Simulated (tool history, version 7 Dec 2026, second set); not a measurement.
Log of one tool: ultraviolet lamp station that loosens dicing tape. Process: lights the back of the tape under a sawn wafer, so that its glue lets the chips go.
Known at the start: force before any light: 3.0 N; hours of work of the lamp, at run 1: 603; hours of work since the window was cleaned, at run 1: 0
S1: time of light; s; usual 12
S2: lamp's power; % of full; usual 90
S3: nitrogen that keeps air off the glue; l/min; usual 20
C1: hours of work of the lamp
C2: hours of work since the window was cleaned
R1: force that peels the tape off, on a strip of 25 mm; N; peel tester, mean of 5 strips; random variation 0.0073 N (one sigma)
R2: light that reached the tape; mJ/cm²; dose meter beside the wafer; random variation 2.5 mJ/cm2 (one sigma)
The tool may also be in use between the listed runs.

run 1 day=0.000 | S1=12 S2=90 S3=20 | C1=603 C2=0 | R1=0.268 R2=288
run 2 day=1.675 | S1=12 S2=90 S3=20 | C1=634 C2=31 | R1=0.276 R2=293
-- day=3.162 lamp changed
run 3 day=3.521 | S1=12 S2=90 S3=20 | C1=7 C2=64 | R1=0.275 R2=291
run 4 day=5.404 | S1=12 S2=90 S3=20 | C1=41 C2=99 | R1=0.273 R2=292
run 5 day=7.504 | S1=12 S2=90 S3=20 | C1=80 C2=138 | R1=0.273 R2=292
run 6 day=9.708 | S1=12 S2=90 S3=20 | C1=121 C2=178 | R1=0.263 R2=292
run 7 day=11.242 | S1=12 S2=90 S3=20 | C1=149 C2=206 | R1=0.273 R2=291
-- day=12.600 window cleaned of glue's vapour
run 8 day=13.808 | S1=12 S2=90 S3=20 | C1=196 C2=22 | R1=0.272 R2=287
run 9 day=16.275 | S1=12 S2=90 S3=20 | C1=241 C2=68 | R1=0.264 R2=286
run 10 day=19.329 | S1=12 S2=90 S3=20 | C1=298 C2=124 | R1=0.260 R2=291
run 11 day=20.804 | S1=12 S2=90 S3=20 | C1=325 C2=151 | R1=0.260 R2=292
run 12 day=24.083 | S1=10 S2=90 S3=11 | C1=385 C2=212 | R1=0.590 R2=244
-- day=25.188 window cleaned of glue's vapour
run 13 day=26.992 | S1=10 S2=91 S3=11 | C1=438 C2=33 | R1=0.536 R2=246
run 14 day=29.650 | S1=23 S2=90 S3=7 | C1=487 C2=82 | R1=0.178 R2=552
run 15 day=32.612 | S1=23 S2=90 S3=7 | C1=542 C2=137 | R1=0.171 R2=552
run 16 day=35.992 | S1=12 S2=89 S3=20 | C1=604 C2=199 | R1=0.297 R2=287
-- day=37.825 window cleaned of glue's vapour
-- day=38.912 lamp changed
run 17 day=39.112 | S1=12 S2=90 S3=25 | C1=4 C2=23 | R1=0.236 R2=289
run 18 day=41.346 | S1=12 S2=90 S3=25 | C1=45 C2=64 | R1=0.223 R2=292
run 19 day=43.717 | S1=19 S2=82 S3=13 | C1=88 C2=108 | R1=0.193 R2=420
run 20 day=45.108 | S1=9 S2=72 S3=13 | C1=114 C2=133 | R1=0.834 R2=175

Hidden state at the last listed run before each entry between runs and at the first one after, where it differs:
Between runs 2 and 3: lamp changed (day 3.162)
  lamp's light, % of a new lamp's: 99.7 -> 100
Between runs 7 and 8: window cleaned of glue's vapour (day 12.600)
  no hidden state differs between the two runs
Between runs 12 and 13: window cleaned of glue's vapour (day 25.188)
  no hidden state differs between the two runs
Between runs 16 and 17: window cleaned of glue's vapour (day 37.825); lamp changed (day 38.912)
  lamp's light, % of a new lamp's: 99.7 -> 100
